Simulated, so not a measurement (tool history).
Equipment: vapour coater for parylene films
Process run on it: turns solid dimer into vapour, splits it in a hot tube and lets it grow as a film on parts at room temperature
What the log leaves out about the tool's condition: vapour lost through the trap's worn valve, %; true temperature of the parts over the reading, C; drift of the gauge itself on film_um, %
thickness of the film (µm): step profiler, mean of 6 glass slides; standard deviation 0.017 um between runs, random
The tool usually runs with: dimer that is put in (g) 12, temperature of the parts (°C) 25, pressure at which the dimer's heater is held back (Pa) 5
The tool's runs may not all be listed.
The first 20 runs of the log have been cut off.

run	day	dimer that is put in (g)	temperature of the parts (°C)	pressure at which the dimer's heater is held back (Pa)	hours of work since the trap's valve was overhauled	hours of work since the table's thermometer was calibrated	thickness of the film (µm)
21	27.062	17	25	5	282	540	2.25
22	28.612	17	25	5	299	557	2.25
23	29.692	17	25	5.69	310	569	2.22
24	31.279	17	25	5.69	327	586	2.19
25	32.1	6	18	10.74	336	594	0.9
26	32.929	6	18	10.74	345	603	0.92
27	34.4	9	25	11.36	361	619	1.08
28	35.65	11	23	10.49	374	633	1.39
29	36.429	11	37	10.49	383	641	0.9
30	38.108	11	37	10.49	401	659	0.89
31	39.512	11	37	10.49	416	674	0.92
32	40.504	11	25	5	426	685	1.45
33	42.15	9	23	2.39	444	702	1.36
34	43.462	10	20	5	458	716	1.5
35	44.367	7	21	8.02	468	726	0.94
36	45.912	17	20	8.02	484	743	2.4
37	46.896	10	31	11.77	495	753	0.95
38	48.454	12	25	5.06	512	770	1.53
39	50.067	21	21	3.9	529	787	3.13
40	51.712	9	30	3.01	547	805	1.06
41	53.312	20	25	8.83	564	822	2.37
42	55.1	20	22	5.46	583	841	2.76
# day 55.625: trap's valve overhauled
43	57.012	5	25	8.73	15	860	0.65
44	57.846	9	25	5.06	24	869	1.26
45	59.379	8	25	2.61	40	885	1.2

4 ways to go on from here, each from the tool as it stands after run 45. What would each give?
A	60.508	14	18	2.03	52	898	?
B	60.508	8	25	2.4	52	898	?
C	60.508	9	19	7.84	52	898	?
D	60.508	9	26	4.1	52	898	?

run	thickness of the film (µm)
A	2.72
B	1.21
C	1.42
D	1.26
Without the tool's hidden state the same runs would have given:
run	thickness of the film (µm)
A	2.72
B	1.21
C	1.42
D	1.27

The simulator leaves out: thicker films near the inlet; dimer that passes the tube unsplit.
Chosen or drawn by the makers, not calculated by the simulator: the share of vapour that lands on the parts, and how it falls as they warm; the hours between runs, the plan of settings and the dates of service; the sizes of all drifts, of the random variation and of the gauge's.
